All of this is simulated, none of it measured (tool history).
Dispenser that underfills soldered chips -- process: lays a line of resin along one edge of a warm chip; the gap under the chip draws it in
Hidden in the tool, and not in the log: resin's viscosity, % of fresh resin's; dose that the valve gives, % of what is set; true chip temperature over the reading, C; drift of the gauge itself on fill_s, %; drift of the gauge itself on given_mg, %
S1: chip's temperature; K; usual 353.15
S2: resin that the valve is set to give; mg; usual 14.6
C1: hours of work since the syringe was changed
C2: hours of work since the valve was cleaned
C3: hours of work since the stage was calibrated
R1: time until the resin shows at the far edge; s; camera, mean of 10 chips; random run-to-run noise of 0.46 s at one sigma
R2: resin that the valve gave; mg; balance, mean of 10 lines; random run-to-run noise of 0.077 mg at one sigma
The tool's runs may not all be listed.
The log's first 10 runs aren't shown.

| run | hour | S1 | S2 | C1 | C2 | C3 | R1 | R2 |
|---|---|---|---|---|---|---|---|---|
|  | 70.3 | new syringe of resin |
| 11 | 75.1 | 353.15 | 15.8 | 3 | 94 | 117 | 41.6 | 14.97 |
|  | 81.9 | new syringe of resin |
| 12 | 83.8 | 353.15 | 15.8 | 1 | 99 | 123 | 38.6 | 14.78 |
| 13 | 89.4 | 353.15 | 15.8 | 5 | 103 | 127 | 50.6 | 14.76 |
|  | 93.4 | new syringe of resin |
| 14 | 100.1 | 353.15 | 14.6 | 4 | 110 | 133 | 47.5 | 13.61 |
|  | 104.8 | new syringe of resin |
| 15 | 109.5 | 353.15 | 14.6 | 3 | 116 | 139 | 44.1 | 13.55 |
|  | 116.6 | new syringe of resin |
| 16 | 121.2 | 353.15 | 14.6 | 3 | 123 | 147 | 43.8 | 13.57 |
|  | 128.7 | new syringe of resin |
| 17 | 131.8 | 363.15 | 14.6 | 2 | 130 | 153 | 25.5 | 13.45 |
| 18 | 139.3 | 367.15 | 13.1 | 7 | 135 | 158 | 33.3 | 12.1 |
|  | 140.4 | new syringe of resin |
| 19 | 150.4 | 346.15 | 14.2 | 7 | 142 | 165 | 78.6 | 12.96 |
|  | 152.4 | new syringe of resin |
|  | 153.4 | dispensing valve cleaned and set on the balance |
| 20 | 161.1 | 340.15 | 13.8 | 5 | 5 | 172 | 94.7 | 13.82 |
|  | 164.9 | new syringe of resin |
| 21 | 172 | 338.15 | 17.5 | 5 | 12 | 179 | 96 | 17.32 |
|  | 176.3 | new syringe of resin |
| 22 | 177.7 | 338.15 | 17.5 | 1 | 16 | 182 | 71.5 | 17.44 |
|  | 187.8 | new syringe of resin |
| 23 | 190.1 | 352.15 | 16.5 | 2 | 23 | 190 | 39 | 16.21 |
|  | 199.1 | new syringe of resin |
| 24 | 199.2 | 352.15 | 16.5 | 0 | 29 | 196 | 34.8 | 16.18 |
| 25 | 207.4 | 347.15 | 15.8 | 5 | 35 | 201 | 65.4 | 15.34 |
|  | 211.1 | new syringe of resin |
| 26 | 218.8 | 345.15 | 14.6 | 5 | 42 | 208 | 72.7 | 14.3 |
|  | 223.1 | new syringe of resin |
| 27 | 229 | 345.15 | 14.6 | 4 | 48 | 215 | 64.4 | 14.13 |
|  | 235.4 | new syringe of resin |
| 28 | 236 | 353.15 | 16.1 | 0 | 53 | 219 | 33.8 | 15.5 |
| 29 | 245.4 | 353.15 | 16.1 | 7 | 59 | 225 | 54.1 | 15.59 |
|  | 247.1 | new syringe of resin |
| 30 | 254.4 | 353.15 | 16.1 | 5 | 65 | 231 | 48.9 | 15.49 |
|  | 258.7 | new syringe of resin |
| 31 | 264.8 | 362.15 | 16.5 | 4 | 71 | 238 | 30.4 | 15.96 |
|  | 270.8 | new syringe of resin |
| 32 | 270.9 | 362.15 | 16.5 | 0 | 75 | 242 | 22.1 | 15.7 |
| 33 | 281.7 | 363.15 | 18.7 | 7 | 82 | 249 | 35.1 | 17.73 |
|  | 282.8 | new syringe of resin |
|  | 294.2 | new syringe of resin |
| 34 | 294.2 | 363.15 | 18.7 | 0 | 90 | 256 | 21.3 | 17.54 |

Predict each of these 5 candidate next runs independently; none follows another, all start after run 34:
|  | 305.7 | new syringe of resin |
| A | 305.7 | 350.15 | 14.6 | 0 | 97 | 264 | ? | ? |
|  | 305.7 | new syringe of resin |
| B | 305.7 | 345.15 | 12.6 | 0 | 97 | 264 | ? | ? |
|  | 305.7 | new syringe of resin |
| C | 305.7 | 342.15 | 14.5 | 0 | 97 | 264 | ? | ? |
|  | 305.7 | new syringe of resin |
| D | 305.7 | 351.15 | 18.7 | 0 | 97 | 264 | ? | ? |
|  | 305.7 | new syringe of resin |
| E | 305.7 | 346.15 | 18 | 0 | 97 | 264 | ? | ? |

| run | R1 | R2 |
|---|---|---|
| A | 38.7 | 13.71 |
| B | 52.1 | 11.76 |
| C | 56 | 13.65 |
| D | 35.7 | 17.43 |
| E | 44.8 | 16.93 |
Take away the tool's hidden state, keep each run's random variation, and the runs would have read:
| run | R1 | R2 |
|---|---|---|
| A | 40.3 | 14.62 |
| B | 53.8 | 12.54 |
| C | 58.4 | 14.55 |
| D | 37.5 | 18.58 |
| E | 47.1 | 18.05 |
